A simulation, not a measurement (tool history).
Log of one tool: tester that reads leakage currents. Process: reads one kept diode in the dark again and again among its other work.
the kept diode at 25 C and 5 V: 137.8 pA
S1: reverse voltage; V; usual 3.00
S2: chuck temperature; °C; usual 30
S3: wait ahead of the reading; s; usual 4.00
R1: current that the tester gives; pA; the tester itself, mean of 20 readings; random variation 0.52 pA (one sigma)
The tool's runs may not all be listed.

Run 1, hour 0.0: usual settings. Result: R1 169.02 pA.
Run 2, hour 173.1: usual settings but S1 1.01 V. Result: R1 119.76 pA.
Run 3, hour 352.0: usual settings but S1 1.01 V. Result: R1 118.10 pA.
Run 4, hour 476.6: usual settings. Result: R1 163.58 pA.
Run 5, hour 624.0: usual settings. Result: R1 162.77 pA.
At hour 637.8: chuck's temperature calibrated.
Run 6, hour 720.5: usual settings. Result: R1 173.13 pA.
Run 7, hour 833.7: usual settings. Result: R1 172.33 pA.
Run 8, hour 965.5: usual settings. Result: R1 170.26 pA.
Run 9, hour 1157.3: usual settings. Result: R1 167.47 pA.
Run 10, hour 1349.6: usual settings. Result: R1 166.68 pA.
Run 11, hour 1536.1: usual settings. Result: R1 163.60 pA.
Run 12, hour 1635.1: usual settings. Result: R1 162.30 pA.
Run 13, hour 1814.8: usual settings but S1 11.75 V. Result: R1 248.21 pA.
Run 14, hour 1903.6: usual settings but S1 11.75 V. Result: R1 243.56 pA.
Run 15, hour 2032.0: usual settings but S1 11.75 V. Result: R1 241.74 pA.
At hour 2083.4: chuck's temperature calibrated.
Run 16, hour 2159.8: usual settings but S1 5.59 V, S2 56 °C, S3 2.66 s. Result: R1 1279.25 pA.
Run 17, hour 2296.2: usual settings but S1 2.06 V, S2 25 °C, S3 1.64 s. Result: R1 102.63 pA.
Run 18, hour 2462.1: usual settings but S1 2.55 V, S3 3.65 s. Result: R1 159.48 pA.
Run 19, hour 2589.3: usual settings but S1 2.55 V, S3 3.65 s. Result: R1 157.64 pA.
Run 20, hour 2729.9: usual settings but S1 3.64 V, S2 27 °C, S3 3.65 s. Result: R1 139.20 pA.
Run 21, hour 2829.2: usual settings but S3 0.60 s. Result: R1 165.14 pA.
Run 22, hour 2940.2: usual settings but S1 17.30 V, S2 34 °C. Result: R1 380.91 pA.
Run 23, hour 3054.6: usual settings but S2 41 °C, S3 6.44 s. Result: R1 363.08 pA.
Run 24, hour 3192.9: usual settings but S1 3.63 V, S3 0.39 s. Result: R1 171.33 pA.
Run 25, hour 3378.3: usual settings but S1 3.63 V, S3 0.39 s. Result: R1 168.03 pA.
At hour 3456.5: probe card cleaned and baked.
At hour 3521.2: chuck's temperature calibrated.
Run 26, hour 3521.2: usual settings but S2 33 °C, S3 2.36 s. Result: R1 217.67 pA.
Run 27, hour 3719.8: usual settings but S2 20 °C, S3 4.26 s. Result: R1 77.87 pA.
Run 28, hour 3856.1: usual settings but S1 4.99 V, S2 23 °C, S3 1.37 s. Result: R1 115.96 pA.
Run 29, hour 3978.1: usual settings but S1 4.99 V, S2 23 °C, S3 1.37 s. Result: R1 114.64 pA.

Forecast each of these 4 alternatives for the next run:
Run A, hour 4078.7: usual settings but S1 17.00 V, S2 21 °C, S3 1.37 s. Result: R1 ?.
Run B, hour 4078.7: usual settings but S1 1.80 V, S2 39 °C, S3 0.43 s. Result: R1 ?.
Run C, hour 4078.7: usual settings but S1 9.51 V, S2 45 °C. Result: R1 ?.
Run D, hour 4078.7: usual settings but S3 2.03 s. Result: R1 ?.

run      R1
  A  142.17
  B  277.16
  C  707.63
  D  167.43
Without the tool's hidden state the same runs would have given:
run      R1
  A  147.57
  B  287.98
  C  734.43
  D  174.15

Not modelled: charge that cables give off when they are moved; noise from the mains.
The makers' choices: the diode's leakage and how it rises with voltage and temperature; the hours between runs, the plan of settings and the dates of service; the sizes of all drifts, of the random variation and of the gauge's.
